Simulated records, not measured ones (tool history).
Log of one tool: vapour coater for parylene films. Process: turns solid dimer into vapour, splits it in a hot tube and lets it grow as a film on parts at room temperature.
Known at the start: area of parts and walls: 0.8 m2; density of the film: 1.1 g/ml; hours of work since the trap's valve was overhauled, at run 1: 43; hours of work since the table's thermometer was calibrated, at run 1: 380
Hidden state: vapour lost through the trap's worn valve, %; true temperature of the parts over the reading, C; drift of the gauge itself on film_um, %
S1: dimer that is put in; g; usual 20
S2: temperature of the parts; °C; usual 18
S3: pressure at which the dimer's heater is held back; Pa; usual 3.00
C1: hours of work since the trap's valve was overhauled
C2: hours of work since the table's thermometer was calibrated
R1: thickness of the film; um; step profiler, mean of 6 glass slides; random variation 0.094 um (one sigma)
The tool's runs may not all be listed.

| run | hour | S1 | S2 | S3 | C1 | C2 | R1 |
|---|---|---|---|---|---|---|---|
| 1 | 0.0 | 20 | 18 | 3.00 | 43 | 380 | 11.51 |
| 2 | 10.6 | 20 | 18 | 11.39 | 50 | 386 | 10.50 |
| 3 | 29.3 | 20 | 18 | 11.39 | 61 | 398 | 10.39 |
| 4 | 45.3 | 20 | 18 | 11.39 | 71 | 407 | 10.41 |
| 5 | 62.6 | 20 | 13 | 3.00 | 82 | 418 | 13.36 |
| 6 | 75.7 | 20 | 13 | 3.00 | 90 | 426 | 13.56 |
| 7 | 92.0 | 20 | 18 | 3.00 | 99 | 436 | 11.33 |
| 8 | 113.5 | 20 | 18 | 2.75 | 113 | 449 | 11.28 |
| 9 | 133.2 | 20 | 18 | 2.75 | 125 | 461 | 11.39 |
| 10 | 146.7 | 20 | 29 | 3.00 | 133 | 469 | 7.87 |
| 11 | 161.0 | 20 | 29 | 3.00 | 142 | 478 | 8.07 |
| 12 | 182.0 | 20 | 18 | 3.00 | 154 | 491 | 11.30 |
| 13 | 197.6 | 30 | 27 | 8.29 | 164 | 500 | 11.64 |
| 14 | 213.8 | 30 | 27 | 8.29 | 174 | 510 | 11.69 |
| 15 | 233.1 | 20 | 18 | 5.46 | 186 | 522 | 10.70 |
|  | 235.1 | table's thermometer calibrated |
| 16 | 245.6 | 14 | 18 | 2.50 | 193 | 6 | 7.99 |
| 17 | 262.2 | 14 | 18 | 2.50 | 203 | 17 | 8.02 |
| 18 | 276.9 | 20 | 18 | 10.30 | 212 | 26 | 10.21 |
| 19 | 292.9 | 35 | 16 | 2.68 | 221 | 35 | 21.21 |
| 20 | 315.3 | 35 | 11 | 2.68 | 235 | 49 | 24.06 |
|  | 323.6 | table's thermometer calibrated, once more |
| 21 | 333.9 | 26 | 11 | 3.35 | 246 | 6 | 17.67 |
| 22 | 355.6 | 33 | 27 | 2.11 | 259 | 20 | 13.83 |
| 23 | 375.0 | 15 | 17 | 7.55 | 271 | 31 | 7.84 |
| 24 | 394.0 | 20 | 28 | 2.25 | 283 | 43 | 8.13 |

5 ways to go on from here, each from the tool as it stands after run 24. What would each give?
| A | 407.7 | 10 | 18 | 3.00 | 291 | 51 | ? |
| B | 407.7 | 19 | 14 | 4.06 | 291 | 51 | ? |
| C | 407.7 | 20 | 18 | 3.00 | 291 | 51 | ? |
| D | 407.7 | 11 | 22 | 10.23 | 291 | 51 | ? |
| E | 407.7 | 9 | 28 | 6.20 | 291 | 51 | ? |

| run | R1 |
|---|---|
| A | 5.38 |
| B | 11.37 |
| C | 10.95 |
| D | 4.80 |
| E | 3.39 |
Without the tool's hidden state the same runs would have given:
| run | R1 |
|---|---|
| A | 5.66 |
| B | 11.98 |
| C | 11.52 |
| D | 5.06 |
| E | 3.57 |
